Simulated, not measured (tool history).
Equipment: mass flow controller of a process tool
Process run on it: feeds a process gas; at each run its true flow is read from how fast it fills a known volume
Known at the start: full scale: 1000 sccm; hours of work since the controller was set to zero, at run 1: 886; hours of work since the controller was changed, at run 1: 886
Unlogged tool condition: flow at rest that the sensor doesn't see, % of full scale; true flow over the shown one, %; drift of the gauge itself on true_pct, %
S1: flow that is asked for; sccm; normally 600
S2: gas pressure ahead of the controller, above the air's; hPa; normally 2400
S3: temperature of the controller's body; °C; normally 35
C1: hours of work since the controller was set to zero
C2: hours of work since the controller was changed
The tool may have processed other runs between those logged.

{"run": 1, "hour": 0.0, "S1": 600, "S2": 2400, "S3": 35, "C1": 886, "C2": 886, "true flow (%)": 97.82}
{"run": 2, "hour": 39.0, "S1": 600, "S2": 2400, "S3": 35, "C1": 913, "C2": 913, "true flow (%)": 98.09}
{"run": 3, "hour": 112.3, "S1": 600, "S2": 2400, "S3": 35, "C1": 965, "C2": 965, "true flow (%)": 98.08}
{"run": 4, "hour": 205.1, "S1": 600, "S2": 2400, "S3": 35, "C1": 1030, "C2": 1030, "true flow (%)": 98.33}
{"run": 5, "hour": 254.3, "S1": 600, "S2": 2400, "S3": 35, "C1": 1064, "C2": 1064, "true flow (%)": 98.27}
{"run": 6, "hour": 338.6, "S1": 600, "S2": 1510, "S3": 35, "C1": 1123, "C2": 1123, "true flow (%)": 98.24}
{"run": 7, "hour": 400.2, "S1": 600, "S2": 2400, "S3": 35, "C1": 1167, "C2": 1167, "true flow (%)": 98.6}
{"run": 8, "hour": 488.3, "S1": 600, "S2": 2400, "S3": 29, "C1": 1228, "C2": 1228, "true flow (%)": 99.25}
{"run": 9, "hour": 551.3, "S1": 600, "S2": 2400, "S3": 36, "C1": 1273, "C2": 1273, "true flow (%)": 98.8}
{"run": 10, "hour": 602.3, "S1": 600, "S2": 2400, "S3": 36, "C1": 1308, "C2": 1308, "true flow (%)": 98.91}
{"run": 11, "hour": 680.3, "S1": 600, "S2": 2400, "S3": 35, "C1": 1363, "C2": 1363, "true flow (%)": 99.08}
{"run": 12, "hour": 729.5, "S1": 600, "S2": 2400, "S3": 35, "C1": 1398, "C2": 1398, "true flow (%)": 99.22}
{"run": 13, "hour": 784.2, "S1": 600, "S2": 2400, "S3": 35, "C1": 1436, "C2": 1436, "true flow (%)": 99.25}
{"hour": 839.1, "done": "gauge calibrated"}
{"run": 14, "hour": 839.1, "S1": 600, "S2": 2400, "S3": 35, "C1": 1474, "C2": 1474, "true flow (%)": 97.76}
{"run": 15, "hour": 924.2, "S1": 600, "S2": 2400, "S3": 35, "C1": 1534, "C2": 1534, "true flow (%)": 97.99}
{"run": 16, "hour": 1014.5, "S1": 600, "S2": 2400, "S3": 35, "C1": 1597, "C2": 1597, "true flow (%)": 98.21}
{"run": 17, "hour": 1091.2, "S1": 600, "S2": 2400, "S3": 35, "C1": 1651, "C2": 1651, "true flow (%)": 98.29}
{"run": 18, "hour": 1163.1, "S1": 600, "S2": 2400, "S3": 35, "C1": 1702, "C2": 1702, "true flow (%)": 98.45}
{"run": 19, "hour": 1225.3, "S1": 437, "S2": 1980, "S3": 39, "C1": 1745, "C2": 1745, "true flow (%)": 97.41}
{"run": 20, "hour": 1294.6, "S1": 600, "S2": 2010, "S3": 29, "C1": 1794, "C2": 1794, "true flow (%)": 99.16}
{"run": 21, "hour": 1343.7, "S1": 600, "S2": 1830, "S3": 21, "C1": 1828, "C2": 1828, "true flow (%)": 99.89}
{"run": 22, "hour": 1432.3, "S1": 600, "S2": 1830, "S3": 21, "C1": 1890, "C2": 1890, "true flow (%)": 100.16}
{"run": 23, "hour": 1493.5, "S1": 600, "S2": 1830, "S3": 21, "C1": 1933, "C2": 1933, "true flow (%)": 100.21}
{"run": 24, "hour": 1576.8, "S1": 600, "S2": 1830, "S3": 21, "C1": 1992, "C2": 1992, "true flow (%)": 100.31}
{"run": 25, "hour": 1663.3, "S1": 645, "S2": 2070, "S3": 35, "C1": 2052, "C2": 2052, "true flow (%)": 99.37}
{"run": 26, "hour": 1750.6, "S1": 645, "S2": 2070, "S3": 30, "C1": 2114, "C2": 2114, "true flow (%)": 100.04}
{"run": 27, "hour": 1788.9, "S1": 132, "S2": 1550, "S3": 31, "C1": 2140, "C2": 2140, "true flow (%)": 98.18}
{"run": 28, "hour": 1847.0, "S1": 203, "S2": 1510, "S3": 32, "C1": 2181, "C2": 2181, "true flow (%)": 98.44}
{"run": 29, "hour": 1896.2, "S1": 600, "S2": 1850, "S3": 35, "C1": 2216, "C2": 2216, "true flow (%)": 99.71}
{"run": 30, "hour": 1980.0, "S1": 957, "S2": 1810, "S3": 35, "C1": 2275, "C2": 2275, "true flow (%)": 101.03}
{"run": 31, "hour": 2058.2, "S1": 772, "S2": 2400, "S3": 30, "C1": 2329, "C2": 2329, "true flow (%)": 101.12}
{"run": 32, "hour": 2129.8, "S1": 109, "S2": 1510, "S3": 35, "C1": 2380, "C2": 2380, "true flow (%)": 98.21}
{"run": 33, "hour": 2185.9, "S1": 109, "S2": 1510, "S3": 35, "C1": 2419, "C2": 2419, "true flow (%)": 98.43}
{"run": 34, "hour": 2277.9, "S1": 109, "S2": 1510, "S3": 35, "C1": 2483, "C2": 2483, "true flow (%)": 98.42}
{"run": 35, "hour": 2337.4, "S1": 114, "S2": 1470, "S3": 26, "C1": 2525, "C2": 2525, "true flow (%)": 99.39}

What would each run have given without the hidden state, its run-to-run variation left as it was?
run=1 true_flow_(%)=97.82
run=2 true_flow_(%)=98.02
run=3 true_flow_(%)=97.87
run=4 true_flow_(%)=97.96
run=5 true_flow_(%)=97.81
run=6 true_flow_(%)=97.62
run=7 true_flow_(%)=97.87
run=8 true_flow_(%)=98.36
run=9 true_flow_(%)=97.8
run=10 true_flow_(%)=97.81
run=11 true_flow_(%)=97.84
run=12 true_flow_(%)=97.89
run=13 true_flow_(%)=97.82
run=14 true_flow_(%)=97.76
run=15 true_flow_(%)=97.83
run=16 true_flow_(%)=97.89
run=17 true_flow_(%)=97.83
run=18 true_flow_(%)=97.86
run=19 true_flow_(%)=96.71
run=20 true_flow_(%)=98.33
run=21 true_flow_(%)=98.96
run=22 true_flow_(%)=99.07
run=23 true_flow_(%)=99.01
run=24 true_flow_(%)=98.95
run=25 true_flow_(%)=97.87
run=26 true_flow_(%)=98.37
run=27 true_flow_(%)=96.48
run=28 true_flow_(%)=96.64
run=29 true_flow_(%)=97.78
run=30 true_flow_(%)=98.93
run=31 true_flow_(%)=98.87
run=32 true_flow_(%)=95.92
run=33 true_flow_(%)=96.04
run=34 true_flow_(%)=95.87
run=35 true_flow_(%)=96.71

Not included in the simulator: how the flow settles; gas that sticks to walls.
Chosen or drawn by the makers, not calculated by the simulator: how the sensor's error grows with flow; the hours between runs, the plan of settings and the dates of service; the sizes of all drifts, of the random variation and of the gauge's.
